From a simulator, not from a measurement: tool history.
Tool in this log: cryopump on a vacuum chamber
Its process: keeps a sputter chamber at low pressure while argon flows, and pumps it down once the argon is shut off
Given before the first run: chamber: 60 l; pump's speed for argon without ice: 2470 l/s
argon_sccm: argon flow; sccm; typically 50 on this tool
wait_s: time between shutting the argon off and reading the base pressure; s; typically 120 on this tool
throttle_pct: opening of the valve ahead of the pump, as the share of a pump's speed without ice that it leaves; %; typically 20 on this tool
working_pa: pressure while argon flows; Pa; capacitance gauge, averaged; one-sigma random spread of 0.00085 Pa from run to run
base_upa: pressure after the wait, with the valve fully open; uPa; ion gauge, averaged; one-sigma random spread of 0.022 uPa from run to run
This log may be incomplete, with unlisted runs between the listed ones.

Run 1, day 0: usual settings. Result: working_pa 0.1806 Pa, base_upa 1.3 uPa.
Run 2, day 0.412: usual settings. Result: working_pa 0.1787 Pa, base_upa 1.33 uPa.
Run 3, day 0.954: usual settings. Result: working_pa 0.1763 Pa, base_upa 1.29 uPa.
Run 4, day 1.417: usual settings. Result: working_pa 0.1785 Pa, base_upa 1.28 uPa.
Run 5, day 2.175: usual settings but wait_s 199 s. Result: working_pa 0.1791 Pa, base_upa 1.19 uPa.
Run 6, day 3.088: usual settings but wait_s 58 s. Result: working_pa 0.18 Pa, base_upa 1.85 uPa.
Run 7, day 3.525: usual settings but wait_s 58 s. Result: working_pa 0.1807 Pa, base_upa 1.86 uPa.
Run 8, day 4.433: usual settings. Result: working_pa 0.182 Pa, base_upa 1.37 uPa.
At day 5.05: pump warmed up, emptied and cooled again.
Run 9, day 5.271: usual settings. Result: working_pa 0.1712 Pa, base_upa 1.16 uPa.
Run 10, day 5.917: usual settings but argon_sccm 20 sccm. Result: working_pa 0.0705 Pa, base_upa 1.19 uPa.
Run 11, day 6.558: usual settings but wait_s 139 s. Result: working_pa 0.1722 Pa, base_upa 1.14 uPa.
Run 12, day 7.525: usual settings but wait_s 139 s. Result: working_pa 0.1718 Pa, base_upa 1.16 uPa.
Run 13, day 8.192: usual settings but wait_s 139 s. Result: working_pa 0.1722 Pa, base_upa 1.15 uPa.
Run 14, day 8.992: usual settings but argon_sccm 69 sccm. Result: working_pa 0.2395 Pa, base_upa 1.24 uPa.
Run 15, day 9.429: usual settings but argon_sccm 69 sccm. Result: working_pa 0.2389 Pa, base_upa 1.24 uPa.
Run 16, day 10.392: usual settings but argon_sccm 69 sccm. Result: working_pa 0.2384 Pa, base_upa 1.29 uPa.
Run 17, day 11.288: usual settings but argon_sccm 69 sccm. Result: working_pa 0.2402 Pa, base_upa 1.28 uPa.
Run 18, day 11.917: usual settings but argon_sccm 69 sccm. Result: working_pa 0.2409 Pa, base_upa 1.3 uPa.
Run 19, day 12.367: usual settings but argon_sccm 69 sccm. Result: working_pa 0.2423 Pa, base_upa 1.3 uPa.
Run 20, day 12.779: usual settings but argon_sccm 37 sccm, wait_s 31 s, throttle_pct 34 %. Result: working_pa 0.0775 Pa, base_upa 2.64 uPa.
Run 21, day 13.2: usual settings but argon_sccm 67 sccm, wait_s 114 s. Result: working_pa 0.2347 Pa, base_upa 1.27 uPa.
Run 22, day 13.679: usual settings but argon_sccm 29 sccm, wait_s 174 s. Result: working_pa 0.1012 Pa, base_upa 1.08 uPa.
Run 23, day 14.104: usual settings but argon_sccm 29 sccm, wait_s 174 s. Result: working_pa 0.1022 Pa, base_upa 1.17 uPa.
Run 24, day 14.883: usual settings but argon_sccm 29 sccm, wait_s 48 s. Result: working_pa 0.1013 Pa, base_upa 1.99 uPa.
Run 25, day 15.338: usual settings but argon_sccm 85 sccm, wait_s 226 s, throttle_pct 33 %. Result: working_pa 0.1845 Pa, base_upa 1.08 uPa.
Run 26, day 16.117: usual settings but argon_sccm 85 sccm, wait_s 226 s, throttle_pct 33 %. Result: working_pa 0.1845 Pa, base_upa 1.07 uPa.
Run 27, day 17.054: usual settings but argon_sccm 66 sccm, throttle_pct 35 %. Result: working_pa 0.1375 Pa, base_upa 1.33 uPa.
Run 28, day 17.762: usual settings but argon_sccm 64 sccm, wait_s 131 s, throttle_pct 49 %. Result: working_pa 0.0971 Pa, base_upa 1.32 uPa.
Run 29, day 18.158: usual settings but argon_sccm 21 sccm, throttle_pct 24 %. Result: working_pa 0.0622 Pa, base_upa 1.35 uPa.
Run 30, day 19.012: usual settings but argon_sccm 21 sccm, throttle_pct 24 %. Result: working_pa 0.0629 Pa, base_upa 1.34 uPa.
Run 31, day 19.654: usual settings but argon_sccm 21 sccm, throttle_pct 24 %. Result: working_pa 0.0637 Pa, base_upa 1.39 uPa.
Run 32, day 20.079: usual settings but argon_sccm 51 sccm, wait_s 247 s, throttle_pct 21 %. Result: working_pa 0.174 Pa, base_upa 1.18 uPa.
Run 33, day 21: usual settings but argon_sccm 51 sccm, wait_s 247 s, throttle_pct 21 %. Result: working_pa 0.1738 Pa, base_upa 1.13 uPa.

Measured result minus the same run's result without the hidden state. Both carry the same run-to-run variation, though not necessarily the same gauge scatter:
Unlogged tool condition in this case: pump's speed, % of a pump's without ice; cold plate's temperature, K; leak into the chamber, uPa l/s; drift of the gauge itself on working_pa, %; drift of the gauge itself on base_upa, %.
run  working_pa  base_upa
  1     +0.0073     +0.71
  2     +0.0075     +0.72
  3     +0.0077     +0.72
  4     +0.0081     +0.72
  5     +0.0085     +0.77
  6     +0.0091     +0.75
  7     +0.0094     +0.76
  8       +0.01     +0.77
  9     +0.0005     +0.58
 10     +0.0003      +0.6
 11      +0.001     +0.61
 12     +0.0015     +0.63
 13     +0.0017     +0.61
 14     +0.0029     +0.62
 15     +0.0031     +0.65
 16     +0.0036     +0.67
 17     +0.0043     +0.68
 18     +0.0046     +0.68
 19      +0.005     +0.68
 20     +0.0028     +0.67
 21     +0.0054     +0.68
 22     +0.0024     +0.68
 23     +0.0025     +0.74
 24     +0.0028     +0.69
 25     +0.0085      +0.7
 26     +0.0093     +0.71
 27     +0.0079     +0.74
 28     +0.0082     +0.74
 29     +0.0027     +0.77
 30      +0.003     +0.77
 31     +0.0031     +0.79
 32     +0.0078     +0.79
 33     +0.0084     +0.79
